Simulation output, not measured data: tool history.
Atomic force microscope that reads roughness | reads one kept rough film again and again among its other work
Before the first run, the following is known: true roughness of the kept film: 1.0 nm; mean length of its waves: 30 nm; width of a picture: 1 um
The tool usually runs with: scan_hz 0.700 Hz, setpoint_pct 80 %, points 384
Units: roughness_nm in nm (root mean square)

run   hour  scan_hz  setpoint_pct  points  roughness_nm
  1    0.0    0.700            80     384         0.891
  2   41.8    0.700            80     384         0.857
      63.6  -- new tip fitted
  3   86.7    1.629            80     384         0.809
  4  121.6    1.629            80     384         0.783
     126.7  -- new tip fitted
  5  163.7    1.629            80     384         0.793
  6  186.3    1.629            80     384         0.781
     192.2  -- new tip fitted
  7  211.6    1.629            80     384         0.808
  8  245.2    0.700            80     384         0.856
     256.7  -- new tip fitted
  9  285.3    0.693            80     384         0.866
 10  306.8    0.693            80     384         0.857
     321.3  -- new tip fitted
 11  344.8    0.693            89     384         0.837
 12  382.6    0.700            80     384         0.835
     385.2  -- new tip fitted
 13  427.7    0.700            80     594         0.861
     449.0  -- new tip fitted
 14  459.6    0.700            80     594         0.877
 15  505.2    0.700            80     594         0.848
     512.7  -- new tip fitted
 16  542.2    0.567            80     814         0.887
     574.9  -- new tip fitted
 17  577.8    3.824            80     384         0.702
 18  626.5    3.824            80     384         0.666
     640.5  -- new tip fitted
 19  651.7    1.842            75     384         0.831
 20  696.7    2.707            84     399         0.690
     704.9  -- new tip fitted
 21  737.5    0.700            59     475         0.906
     768.8  -- new tip fitted
 22  770.3    2.377            69     974         0.861
 23  802.2    2.377            69     974         0.827

Run 24 has not been measured yet. What should we expect?
     831.3  -- new tip fitted
 24  839.5    0.700            66     795             ?

roughness_nm: 0.914 nm (root mean square)
The same run, on a tool lacking any hidden state, would have yielded roughness_nm 0.934 nm (root mean square).

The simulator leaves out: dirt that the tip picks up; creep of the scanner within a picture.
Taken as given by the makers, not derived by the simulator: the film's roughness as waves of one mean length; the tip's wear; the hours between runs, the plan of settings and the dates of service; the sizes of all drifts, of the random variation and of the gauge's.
